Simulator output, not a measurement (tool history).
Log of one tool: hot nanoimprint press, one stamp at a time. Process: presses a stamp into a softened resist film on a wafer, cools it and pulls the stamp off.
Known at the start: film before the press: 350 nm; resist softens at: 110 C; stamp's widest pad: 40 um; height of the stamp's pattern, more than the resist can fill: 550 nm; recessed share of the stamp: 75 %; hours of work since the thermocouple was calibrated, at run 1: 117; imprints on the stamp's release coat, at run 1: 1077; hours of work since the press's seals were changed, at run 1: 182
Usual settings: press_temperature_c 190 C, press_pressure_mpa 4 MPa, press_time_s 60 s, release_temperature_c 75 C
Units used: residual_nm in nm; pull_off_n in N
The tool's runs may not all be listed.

| run | hour | press_temperature_c | press_pressure_mpa | press_time_s | release_temperature_c | hours of work since the thermocouple was calibrated | imprints on the stamp's release coat | hours of work since the press's seals were changed | residual_nm | pull_off_n |
|---|---|---|---|---|---|---|---|---|---|---|
| 1 | 0 | 190 | 4 | 60 | 75 | 117 | 1077 | 182 | 208.6 | 181 |
| 2 | 41.4 | 190 | 4 | 60 | 75 | 138 | 1148 | 203 | 211 | 177 |
|  | 77.5 | stamp cleaned and given a new release coat |
| 3 | 100.6 | 190 | 4 | 60 | 75 | 164 | 40 | 230 | 209.7 | 158 |
| 4 | 194.5 | 190 | 4 | 60 | 75 | 212 | 201 | 277 | 208.9 | 162 |
|  | 285.9 | plate thermocouple calibrated |
| 5 | 294.9 | 190 | 4 | 49 | 75 | 4 | 368 | 326 | 226.3 | 161 |
| 6 | 370.8 | 190 | 4 | 62 | 75 | 43 | 499 | 364 | 211.2 | 158 |
| 7 | 465.4 | 190 | 4 | 62 | 75 | 90 | 661 | 412 | 212.2 | 172 |
| 8 | 535.2 | 190 | 4 | 62 | 75 | 125 | 781 | 447 | 215.3 | 170 |
| 9 | 620.7 | 190 | 4 | 95 | 82 | 168 | 928 | 490 | 188.3 | 165 |
| 10 | 709.1 | 198 | 3.75 | 99 | 62 | 213 | 1080 | 534 | 139.4 | 221 |
|  | 788.6 | stamp cleaned and given a new release coat |
|  | 804.4 | plate thermocouple calibrated |
| 11 | 813.7 | 198 | 3.75 | 99 | 62 | 5 | 38 | 582 | 130.8 | 186 |
|  | 842 | plate thermocouple calibrated, once more |
| 12 | 914.2 | 190 | 4 | 67 | 75 | 36 | 205 | 632 | 199.7 | 157 |
| 13 | 996.4 | 190 | 2.57 | 111 | 75 | 78 | 347 | 673 | 198.4 | 164 |
| 14 | 1082.4 | 201 | 2.57 | 111 | 64 | 121 | 494 | 716 | 132.3 | 191 |
| 15 | 1159.9 | 201 | 3.51 | 111 | 64 | 160 | 627 | 755 | 116.5 | 193 |
| 16 | 1249.5 | 201 | 3.51 | 111 | 64 | 205 | 781 | 800 | 117.3 | 198 |

Consider 3 possible next runs. They are alternatives, not a sequence: every one starts from the tool as it was left by run 16. What does each give?
| A | 1335 | 190 | 3.34 | 60 | 76 | 248 | 928 | 843 | ? | ? |
| B | 1335 | 190 | 2.72 | 79 | 75 | 248 | 928 | 843 | ? | ? |
| C | 1335 | 190 | 4 | 42 | 61 | 248 | 928 | 843 | ? | ? |

| run | residual_nm | pull_off_n |
|---|---|---|
| A | 226.4 | 174 |
| B | 220.9 | 176 |
| C | 237.3 | 211 |
What these runs would have given with no unlogged condition in the tool:
| run | residual_nm | pull_off_n |
|---|---|---|
| A | 219.8 | 151 |
| B | 214.7 | 152 |
| C | 230.4 | 183 |

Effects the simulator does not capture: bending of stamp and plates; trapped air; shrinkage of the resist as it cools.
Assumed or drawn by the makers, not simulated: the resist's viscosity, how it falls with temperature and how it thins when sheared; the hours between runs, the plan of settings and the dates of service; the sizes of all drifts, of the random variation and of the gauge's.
